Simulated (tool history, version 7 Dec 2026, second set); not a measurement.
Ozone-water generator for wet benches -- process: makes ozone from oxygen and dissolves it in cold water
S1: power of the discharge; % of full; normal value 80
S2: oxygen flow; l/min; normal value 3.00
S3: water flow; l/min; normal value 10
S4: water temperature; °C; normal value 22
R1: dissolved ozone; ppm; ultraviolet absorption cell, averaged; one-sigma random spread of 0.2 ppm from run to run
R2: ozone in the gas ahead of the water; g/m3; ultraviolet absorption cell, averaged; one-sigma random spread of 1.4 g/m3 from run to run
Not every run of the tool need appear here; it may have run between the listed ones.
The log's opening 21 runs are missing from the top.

Run 22, day 42.142: usual settings but S1 75 % of full, S2 4.90 l/min, S3 8 l/min, S4 25 °C. Result: R1 25.7 ppm, R2 184.4 g/m3.
Run 23, day 43.796: usual settings but S1 92 % of full, S2 1.64 l/min. Result: R1 27.7 ppm, R2 370.2 g/m3.
At day 44.071: water thermometer calibrated.
Run 24, day 45.750: usual settings but S1 47 % of full, S2 2.36 l/min, S3 12 l/min, S4 19 °C. Result: R1 17.2 ppm, R2 215.1 g/m3.
Run 25, day 47.938: usual settings but S1 48 % of full. Result: R1 19.8 ppm, R2 188.4 g/m3.
Run 26, day 50.617: usual settings but S1 48 % of full. Result: R1 19.8 ppm, R2 191.0 g/m3.
At day 52.688: water thermometer calibrated, once more.
Run 27, day 53.000: usual settings but S4 20 °C. Result: R1 26.5 ppm, R2 245.1 g/m3.
Run 28, day 55.092: usual settings but S4 20 °C. Result: R1 26.1 ppm, R2 245.3 g/m3.
Run 29, day 57.529: usual settings but S2 5.33 l/min, S4 20 °C. Result: R1 24.7 ppm, R2 180.3 g/m3.
Run 30, day 58.700: usual settings but S2 2.39 l/min, S4 20 °C. Result: R1 26.2 ppm, R2 276.6 g/m3.
Run 31, day 60.404: usual settings but S4 24 °C. Result: R1 24.5 ppm, R2 246.4 g/m3.
Run 32, day 62.400: usual settings but S4 24 °C. Result: R1 24.4 ppm, R2 246.0 g/m3.
Run 33, day 64.242: usual settings but S1 42 % of full, S3 9 l/min. Result: R1 20.2 ppm, R2 175.6 g/m3.

Forecast each of these 3 alternatives for the next run:
Run A, day 66.842: usual settings but S1 86 % of full, S2 4.99 l/min, S3 9 l/min, S4 18 °C. Result: R1 ?, R2 ?.
Run B, day 66.842: usual settings but S1 83 % of full, S3 9 l/min. Result: R1 ?, R2 ?.
Run C, day 66.842: usual settings but S1 42 % of full, S2 2.18 l/min, S3 9 l/min. Result: R1 ?, R2 ?.

run    R1     R2
  A  28.5  193.4
  B  27.7  243.8
  C  20.3  211.2
Had the tool no hidden state, the same runs would have come out as:
run    R1     R2
  A  31.9  209.5
  B  30.9  263.8
  C  22.1  222.6
